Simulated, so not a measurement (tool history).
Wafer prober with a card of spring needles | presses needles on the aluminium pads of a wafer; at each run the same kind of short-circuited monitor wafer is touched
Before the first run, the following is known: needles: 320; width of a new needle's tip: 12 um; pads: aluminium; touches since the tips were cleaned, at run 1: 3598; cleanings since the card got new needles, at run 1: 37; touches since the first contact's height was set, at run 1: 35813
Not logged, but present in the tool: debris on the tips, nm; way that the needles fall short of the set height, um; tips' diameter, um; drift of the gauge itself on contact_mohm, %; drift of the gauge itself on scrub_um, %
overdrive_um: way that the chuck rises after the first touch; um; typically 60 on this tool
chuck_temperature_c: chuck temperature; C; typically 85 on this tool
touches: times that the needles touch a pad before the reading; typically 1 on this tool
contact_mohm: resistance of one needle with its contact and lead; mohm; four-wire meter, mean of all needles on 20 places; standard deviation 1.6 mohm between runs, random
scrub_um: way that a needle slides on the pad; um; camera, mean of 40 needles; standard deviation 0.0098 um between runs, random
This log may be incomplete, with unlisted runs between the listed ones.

run   hour  overdrive_um  chuck_temperature_c  touches  touches since the tips were cleaned  cleanings since the card got new needles  touches since the first contact's height was set  contact_mohm  scrub_um
  1      0            60                   85        1                                 3598                                        37                                             35813           286    12.779
      14.1  -- tips cleaned on abrasive film
  2   22.9            60                   85        1                                 2037                                        38                                             41062           286     12.78
        43  -- tips cleaned on abrasive film
  3     49            60                   85        1                                 1391                                        39                                             47038           284    12.792
  4   69.2            60                   85        1                                 6016                                        39                                             51663           285    12.788
      72.1  -- tips cleaned on abrasive film
  5   89.8            60                   85        1                                 4079                                        40                                             56381           288      12.8
     100.8  -- tips cleaned on abrasive film
  6  120.5            60                   85        1                                 4537                                        41                                             63411           284    12.818
     130.3  -- tips cleaned on abrasive film
     158.5  -- tips cleaned on abrasive film
  7  158.5            60                   85        1                                    0                                        43                                             72096           285    12.831
     188.6  -- tips cleaned on abrasive film
  8    198            60                   85        1                                 2155                                        44                                             81149           287    12.856
     218.3  -- tips cleaned on abrasive film
  9  228.6            60                  124        1                                 2367                                        45                                             88160           296    12.834
     247.1  -- tips cleaned on abrasive film
 10  259.6            62                   37        2                                 2885                                        46                                             95269           269    13.298
     276.6  -- tips cleaned on abrasive film
 11  285.7            60                   32        1                                 2105                                        47                                            101243           269    12.872
     304.9  -- tips cleaned on abrasive film
     316.7  -- height of the first contact set anew
 12  321.6            60                   40        1                                 3762                                        48                                              1136           271    12.899
     334.1  -- tips cleaned on abrasive film
 13  360.6            60                   40        1                                 6095                                        49                                             10071           274    12.925
       363  -- tips cleaned on abrasive film
 14  390.3            60                   40        1                                 6277                                        50                                             16872           272     12.92
     393.9  -- tips cleaned on abrasive film
     424.5  -- tips cleaned on abrasive film
 15    427            60                   40        1                                  577                                        52                                             25258           272    12.935
       453  -- tips cleaned on abrasive film
 16    453            60                   40        1                                    0                                        53                                             31221           271    12.943
 17  478.4            60                   26        3                                 5835                                        53                                             37056           269     12.95
     482.3  -- tips cleaned on abrasive film
     511.7  -- tips cleaned on abrasive film
 18  515.3            70                   26        3                                  841                                        55                                             45484           266    15.139

Consider 3 possible next runs. They are alternatives, not a sequence: every one starts from the tool as it was left by run 18. What does each give?
       530  -- gauge calibrated
     540.5  -- tips cleaned on abrasive film
  A  548.6            60                   25        1                                 1878                                        56                                             53117             ?         ?
       530  -- gauge calibrated
     540.5  -- tips cleaned on abrasive film
  B  548.6            70                   73        3                                 1878                                        56                                             53117             ?         ?
       530  -- gauge calibrated
     540.5  -- tips cleaned on abrasive film
  C  548.6            59                   43        2                                 1878                                        56                                             53117             ?         ?

run  contact_mohm  scrub_um
  A           266    12.763
  B           280    14.935
  C           274    12.544
What these runs would have given with no unlogged condition in the tool:
run  contact_mohm  scrub_um
  A           266    12.758
  B           280    14.929
  C           273    12.539
